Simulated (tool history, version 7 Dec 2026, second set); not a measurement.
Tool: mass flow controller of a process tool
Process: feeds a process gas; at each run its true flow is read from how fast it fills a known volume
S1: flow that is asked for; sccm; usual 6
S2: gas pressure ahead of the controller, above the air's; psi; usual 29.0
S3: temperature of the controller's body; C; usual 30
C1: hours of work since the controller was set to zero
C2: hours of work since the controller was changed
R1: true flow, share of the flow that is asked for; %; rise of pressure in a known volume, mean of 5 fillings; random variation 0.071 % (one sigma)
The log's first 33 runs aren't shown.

| run | hour | S1 | S2 | S3 | C1 | C2 | R1 |
|---|---|---|---|---|---|---|---|
| 34 | 4219.8 | 2 | 25.5 | 37 | 3245 | 3245 | 104.05 |
| 35 | 4342.6 | 6 | 25.7 | 38 | 3332 | 3332 | 101.05 |
| 36 | 4483.8 | 4 | 27.4 | 34 | 3432 | 3432 | 101.71 |
| 37 | 4598.4 | 4 | 27.4 | 34 | 3513 | 3513 | 101.82 |
| 38 | 4753.9 | 3 | 33.4 | 24 | 3623 | 3623 | 102.18 |
| 39 | 4918.6 | 3 | 33.4 | 24 | 3739 | 3739 | 102.35 |
| 40 | 5076.2 | 6 | 29.0 | 21 | 3850 | 3850 | 100.48 |
| 41 | 5241.7 | 6 | 29.0 | 21 | 3967 | 3967 | 100.67 |
| 42 | 5398.5 | 6 | 21.2 | 21 | 4078 | 4078 | 100.46 |
|  | 5475.1 | controller's zero set anew |
| 43 | 5491.8 | 7 | 21.2 | 39 | 12 | 4143 | 99.44 |
| 44 | 5623.3 | 11 | 22.5 | 30 | 105 | 4236 | 99.34 |
| 45 | 5799.7 | 6 | 40.2 | 25 | 229 | 4361 | 99.24 |
| 46 | 5958.9 | 16 | 40.2 | 35 | 342 | 4473 | 100.10 |
| 47 | 6133.4 | 16 | 27.6 | 25 | 465 | 4597 | 99.36 |
| 48 | 6261.7 | 6 | 35.5 | 30 | 556 | 4687 | 99.62 |
| 49 | 6376.4 | 6 | 27.4 | 30 | 637 | 4768 | 99.57 |

Forecast each of these 3 alternatives for the next run:
| A | 6501.0 | 3 | 27.4 | 24 | 725 | 4856 | ? |
| B | 6501.0 | 6 | 33.6 | 34 | 725 | 4856 | ? |
| C | 6501.0 | 3 | 24.1 | 35 | 725 | 4856 | ? |

| run | R1 |
|---|---|
| A | 99.31 |
| B | 99.81 |
| C | 99.91 |
Without the tool's hidden state the same runs would have given:
| run | R1 |
|---|---|
| A | 99.24 |
| B | 100.11 |
| C | 99.84 |
